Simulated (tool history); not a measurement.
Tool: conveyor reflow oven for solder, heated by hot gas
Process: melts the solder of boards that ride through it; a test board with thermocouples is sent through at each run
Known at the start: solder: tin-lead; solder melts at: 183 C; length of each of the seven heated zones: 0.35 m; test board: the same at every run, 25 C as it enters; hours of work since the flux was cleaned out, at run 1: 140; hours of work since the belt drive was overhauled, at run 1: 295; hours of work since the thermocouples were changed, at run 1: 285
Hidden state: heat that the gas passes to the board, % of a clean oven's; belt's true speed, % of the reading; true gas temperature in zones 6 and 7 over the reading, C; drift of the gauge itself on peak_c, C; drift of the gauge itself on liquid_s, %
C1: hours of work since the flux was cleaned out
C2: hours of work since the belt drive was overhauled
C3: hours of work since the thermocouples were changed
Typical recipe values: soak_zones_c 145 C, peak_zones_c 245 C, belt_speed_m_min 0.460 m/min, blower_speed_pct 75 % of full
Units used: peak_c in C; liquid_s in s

run 1 hour=0.0 | soak_zones_c=145 peak_zones_c=245 belt_speed_m_min=0.460 blower_speed_pct=75 | C1=140 C2=295 C3=285 | peak_c=228.6 liquid_s=80.4
run 2 hour=15.4 | soak_zones_c=145 peak_zones_c=242 belt_speed_m_min=0.460 blower_speed_pct=75 | C1=146 C2=302 C3=292 | peak_c=225.9 liquid_s=78.3
run 3 hour=27.8 | soak_zones_c=145 peak_zones_c=242 belt_speed_m_min=0.460 blower_speed_pct=75 | C1=151 C2=307 C3=297 | peak_c=225.7 liquid_s=78.2
run 4 hour=44.9 | soak_zones_c=145 peak_zones_c=242 belt_speed_m_min=0.460 blower_speed_pct=75 | C1=158 C2=314 C3=304 | peak_c=225.8 liquid_s=79.1
-- hour=57.5 flux residue cleaned out of gas plates and filters
run 5 hour=67.8 | soak_zones_c=145 peak_zones_c=242 belt_speed_m_min=0.460 blower_speed_pct=75 | C1=4 C2=321 C3=311 | peak_c=225.2 liquid_s=77.7
run 6 hour=80.7 | soak_zones_c=145 peak_zones_c=242 belt_speed_m_min=0.460 blower_speed_pct=75 | C1=9 C2=326 C3=316 | peak_c=225.1 liquid_s=78.2
-- hour=95.6 flux residue cleaned out of gas plates and filters, once more
run 7 hour=97.7 | soak_zones_c=145 peak_zones_c=242 belt_speed_m_min=0.460 blower_speed_pct=75 | C1=1 C2=331 C3=321 | peak_c=226.6 liquid_s=78.7
run 8 hour=110.6 | soak_zones_c=145 peak_zones_c=242 belt_speed_m_min=0.460 blower_speed_pct=75 | C1=6 C2=337 C3=327 | peak_c=227.0 liquid_s=78.9
run 9 hour=128.9 | soak_zones_c=145 peak_zones_c=242 belt_speed_m_min=0.460 blower_speed_pct=75 | C1=14 C2=344 C3=334 | peak_c=227.1 liquid_s=78.9
run 10 hour=142.5 | soak_zones_c=145 peak_zones_c=242 belt_speed_m_min=0.460 blower_speed_pct=75 | C1=19 C2=350 C3=340 | peak_c=226.8 liquid_s=78.8
run 11 hour=152.5 | soak_zones_c=133 peak_zones_c=245 belt_speed_m_min=0.460 blower_speed_pct=75 | C1=23 C2=354 C3=344 | peak_c=227.6 liquid_s=75.1
run 12 hour=164.1 | soak_zones_c=145 peak_zones_c=246 belt_speed_m_min=0.460 blower_speed_pct=75 | C1=28 C2=358 C3=348 | peak_c=230.4 liquid_s=81.8
run 13 hour=172.8 | soak_zones_c=145 peak_zones_c=246 belt_speed_m_min=0.460 blower_speed_pct=75 | C1=32 C2=362 C3=352 | peak_c=230.4 liquid_s=81.4
run 14 hour=187.9 | soak_zones_c=145 peak_zones_c=246 belt_speed_m_min=0.460 blower_speed_pct=75 | C1=38 C2=368 C3=358 | peak_c=230.0 liquid_s=82.2
run 15 hour=201.2 | soak_zones_c=145 peak_zones_c=245 belt_speed_m_min=0.460 blower_speed_pct=75 | C1=43 C2=374 C3=364 | peak_c=229.6 liquid_s=81.5
run 16 hour=214.0 | soak_zones_c=152 peak_zones_c=234 belt_speed_m_min=0.530 blower_speed_pct=51 | C1=48 C2=379 C3=369 | peak_c=211.7 liquid_s=58.7
run 17 hour=231.8 | soak_zones_c=145 peak_zones_c=245 belt_speed_m_min=0.460 blower_speed_pct=90 | C1=56 C2=386 C3=376 | peak_c=231.7 liquid_s=83.3
run 18 hour=241.8 | soak_zones_c=145 peak_zones_c=257 belt_speed_m_min=0.530 blower_speed_pct=90 | C1=60 C2=390 C3=380 | peak_c=237.6 liquid_s=75.2
run 19 hour=252.6 | soak_zones_c=145 peak_zones_c=257 belt_speed_m_min=0.530 blower_speed_pct=90 | C1=64 C2=395 C3=385 | peak_c=237.5 liquid_s=74.8
run 20 hour=270.0 | soak_zones_c=148 peak_zones_c=240 belt_speed_m_min=0.539 blower_speed_pct=75 | C1=71 C2=402 C3=392 | peak_c=220.4 liquid_s=64.4

Forecast run 21:
run 21 hour=285.8 | soak_zones_c=148 peak_zones_c=250 belt_speed_m_min=0.430 blower_speed_pct=59 | C1=78 C2=408 C3=398 | peak_c=? liquid_s=?

peak_c: 233.2 C
liquid_s: 91.3 s
Take away the tool's hidden state, keep the run-to-run variation as it was, and the same run would have given peak_c 233.5 C, liquid_s 90.6 s.

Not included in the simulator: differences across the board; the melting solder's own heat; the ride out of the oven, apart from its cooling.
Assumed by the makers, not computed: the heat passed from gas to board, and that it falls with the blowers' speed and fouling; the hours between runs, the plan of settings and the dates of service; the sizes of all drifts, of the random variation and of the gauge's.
